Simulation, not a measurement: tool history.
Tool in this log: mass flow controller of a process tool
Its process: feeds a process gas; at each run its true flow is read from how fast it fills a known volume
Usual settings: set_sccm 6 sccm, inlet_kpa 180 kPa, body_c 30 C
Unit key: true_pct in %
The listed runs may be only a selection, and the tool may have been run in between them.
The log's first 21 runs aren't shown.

run     day  set_sccm  inlet_kpa  body_c  hours of work since the controller was set to zero  hours of work since the controller was changed  true_pct
 22  72.454        16        141      23                                                3726                                            3726    100.62
 23  75.396        18        236      24                                                3774                                            3774    101.50
 24  78.800        18        236      20                                                3829                                            3829    101.60
 25  82.200        14        236      22                                                3885                                            3885    101.22
 26  84.779        14        243      30                                                3926                                            3926    101.02
 27  87.288        14        243      30                                                3967                                            3967    101.05
 28  89.629         6        184      30                                                4005                                            4005     99.72
 29  92.375         3        213      39                                                4050                                            4050     99.36
 30  96.296         6        150      30                                                4113                                            4113     99.56
 31  98.942         7        150      23                                                4156                                            4156    100.06

Each row is a separate what-if for the run after 31, all from the same tool condition, not one after another. Results?
  A  102.738         7        150      26                                                4218                                            4218         ?
  B  102.738         6        180      31                                                4218                                            4218         ?
  C  102.738        17        204      23                                                4218                                            4218         ?
  D  102.738         7        183      22                                                4218                                            4218         ?

run  true_pct
  A    100.06
  B    100.01
  C    101.61
  D    100.33
The same runs, with their run-to-run variation unchanged, on a tool lacking any hidden condition would have given:
run  true_pct
  A     98.18
  B     98.13
  C     99.69
  D     98.44
